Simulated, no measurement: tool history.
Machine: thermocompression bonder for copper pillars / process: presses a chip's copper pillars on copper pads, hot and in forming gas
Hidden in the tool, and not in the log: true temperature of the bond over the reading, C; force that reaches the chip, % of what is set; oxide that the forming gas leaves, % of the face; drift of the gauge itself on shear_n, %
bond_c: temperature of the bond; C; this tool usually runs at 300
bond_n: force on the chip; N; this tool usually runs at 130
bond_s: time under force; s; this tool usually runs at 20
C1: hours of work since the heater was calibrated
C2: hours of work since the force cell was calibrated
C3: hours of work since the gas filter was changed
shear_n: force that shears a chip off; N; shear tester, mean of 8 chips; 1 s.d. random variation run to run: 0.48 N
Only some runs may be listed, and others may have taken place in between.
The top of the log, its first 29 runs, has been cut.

At hour 428.6: force cell calibrated, once more.
Run 30, hour 443.8: usual settings but bond_c 296 C, bond_s 59 s; C1 1158; C2 10; C3 280. Result: shear_n 95.8 N.
Run 31, hour 459.7: usual settings but bond_c 317 C, bond_n 87 N, bond_s 48 s; C1 1168; C2 21; C3 291. Result: shear_n 88.5 N.
Run 32, hour 473.4: usual settings but bond_c 313 C, bond_s 27 s; C1 1177; C2 30; C3 300. Result: shear_n 89.2 N.
At hour 490.6: forming gas filter changed.
Run 33, hour 493.9: usual settings but bond_c 301 C, bond_n 112 N; C1 1191; C2 43; C3 2. Result: shear_n 71 N.
Run 34, hour 513.7: usual settings but bond_c 271 C, bond_n 166 N, bond_s 43 s; C1 1204; C2 56; C3 15. Result: shear_n 82.9 N.
Run 35, hour 535: usual settings but bond_c 271 C, bond_n 166 N, bond_s 43 s; C1 1218; C2 71; C3 30. Result: shear_n 82.4 N.
Run 36, hour 545.2: usual settings but bond_c 271 C, bond_n 92 N, bond_s 50 s; C1 1225; C2 77; C3 36. Result: shear_n 59.6 N.
Run 37, hour 564.1: usual settings but bond_c 311 C, bond_n 121 N, bond_s 14 s; C1 1237; C2 90; C3 49. Result: shear_n 73.6 N.
Run 38, hour 581.1: usual settings but bond_c 310 C, bond_n 178 N, bond_s 10 s; C1 1249; C2 101; C3 60. Result: shear_n 81.3 N.
Run 39, hour 590.2: usual settings but bond_c 276 C; C1 1255; C2 108; C3 66. Result: shear_n 57 N.

Below are 5 alternative next runs, each starting from the tool's condition after run 39. Predict each:
Run A, hour 610.4: usual settings but bond_c 329 C, bond_n 82 N, bond_s 17 s; C1 1268; C2 121; C3 80. Result: shear_n ?.
Run B, hour 610.4: usual settings but bond_c 303 C; C1 1268; C2 121; C3 80. Result: shear_n ?.
Run C, hour 610.4: usual settings but bond_c 292 C; C1 1268; C2 121; C3 80. Result: shear_n ?.
Run D, hour 610.4: usual settings but bond_c 322 C, bond_n 137 N; C1 1268; C2 121; C3 80. Result: shear_n ?.
Run E, hour 610.4: usual settings but bond_s 33 s; C1 1268; C2 121; C3 80. Result: shear_n ?.

run  shear_n
  A     75.1
  B     79.4
  C     69.6
  D     97.5
  E     89.6
The same runs, with their run-to-run variation unchanged, on a tool lacking any hidden condition would have given:
run  shear_n
  A     68.7
  B     72.1
  C     62.4
  D     90.8
  E     82.1
